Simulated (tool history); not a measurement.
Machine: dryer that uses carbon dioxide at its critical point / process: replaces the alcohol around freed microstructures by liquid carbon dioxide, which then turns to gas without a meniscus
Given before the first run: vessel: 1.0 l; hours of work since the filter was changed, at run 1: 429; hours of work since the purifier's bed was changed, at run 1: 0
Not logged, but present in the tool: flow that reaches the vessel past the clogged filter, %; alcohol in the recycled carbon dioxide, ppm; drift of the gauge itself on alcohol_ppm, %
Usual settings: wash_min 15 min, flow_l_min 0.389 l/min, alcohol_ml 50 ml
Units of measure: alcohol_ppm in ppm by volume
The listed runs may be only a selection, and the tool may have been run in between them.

run    hour  wash_min  flow_l_min  alcohol_ml  hours of work since the filter was changed  hours of work since the purifier's bed was changed  alcohol_ppm
  1     0.0        15       0.389          50                                         429                                                   0         1364
  2    22.5        15       0.389          50                                         447                                                  18         1337
  3    48.9        15       0.389          50                                         467                                                  39         1410
  4    69.6        10       0.389          50                                         484                                                  55         4689
  5   102.6        15       0.389          60                                         510                                                  81         1796
      119.5  -- inlet filter changed
  6   137.1        15       0.389          75                                          14                                                 107         1305
  7   167.5        15       0.389          75                                          38                                                 131         1310
  8   196.5        15       0.389          75                                          61                                                 154         1321
  9   214.8        15       0.389          75                                          75                                                 168         1378
 10   254.2        15       0.389          75                                         106                                                 200         1428
 11   290.3        22       0.389          50                                         135                                                 228          191
 12   325.0        15       0.389          81                                         162                                                 255         1627
 13   361.2        15       0.389          81                                         190                                                 284         1664
 14   381.1        15       0.389          81                                         206                                                 300         1719
 15   405.6        15       0.389          50                                         225                                                 319         1088
 16   433.0        15       0.389          50                                         247                                                 340         1151
 17   466.3        15       0.389          50                                         273                                                 367         1152
 18   483.9        15       0.389          50                                         287                                                 380         1185
 19   510.9        15       0.389          50                                         308                                                 402         1207
 20   542.3        15       0.389          50                                         333                                                 427         1237
 21   579.8        17       0.389          50                                         363                                                 456          816
 22   617.8        17       0.389          50                                         393                                                 486          826
 23   656.4        15       0.351          50                                         423                                                 516         1919
 24   679.8        15       0.351          50                                         442                                                 535         1946
 25   713.1        11       0.389          50                                         468                                                 561         3655
 26   747.0        11       0.389          50                                         494                                                 588         3616
      784.0  -- inlet filter changed
 27   787.3        10       0.471          92                                           3                                                 619         3456
 28   821.3        18       0.248          45                                          29                                                 646         2028
 29   838.7        19       0.651          30                                          43                                                 659           98
 30   879.0        19       0.651          30                                          75                                                 691          109
 31   912.8        19       0.651          30                                         102                                                 718          109
 32   931.8        11       0.260          23                                         116                                                 733         3266
 33   970.1        11       0.260          23                                         147                                                 763         3336
 34  1003.0        19       0.487          46                                         173                                                 789          210
 35  1022.2        10       0.389          80                                         188                                                 804         6038
 36  1044.1        21       0.389          80                                         205                                                 821          468
 37  1062.6        17       0.445          82                                         220                                                 836          668
 38  1080.6        10       0.445          27                                         234                                                 850         1586
 39  1111.0        20       0.445          73                                         258                                                 874          337
 40  1148.9        23       0.389          50                                         288                                                 904          288
 41  1184.1        12       0.389          22                                         315                                                 931         1207
 42  1214.6        12       0.238         103                                         339                                                 955        16179
 43  1239.1        18       0.234          50                                         359                                                 975         3452
 44  1277.9        16       0.526          96                                         389                                                1005          632
 45  1318.1        16       0.526          96                                         421                                                1037          657
 46  1354.7        19       0.389          50                                         450                                                1066          664

Here are 3 independent what-if runs from the current tool condition. What would each one return?
  A  1374.2        19       0.638          50                                         465                                                1081            ?
  B  1374.2        12       0.514          44                                         465                                                1081            ?
  C  1374.2        19       0.389          25                                         465                                                1081            ?

run  alcohol_ppm
  A          192
  B         1134
  C          408
The same runs, with their run-to-run variation unchanged, on a tool lacking any hidden condition would have given:
run  alcohol_ppm
  A           25
  B          597
  C          142
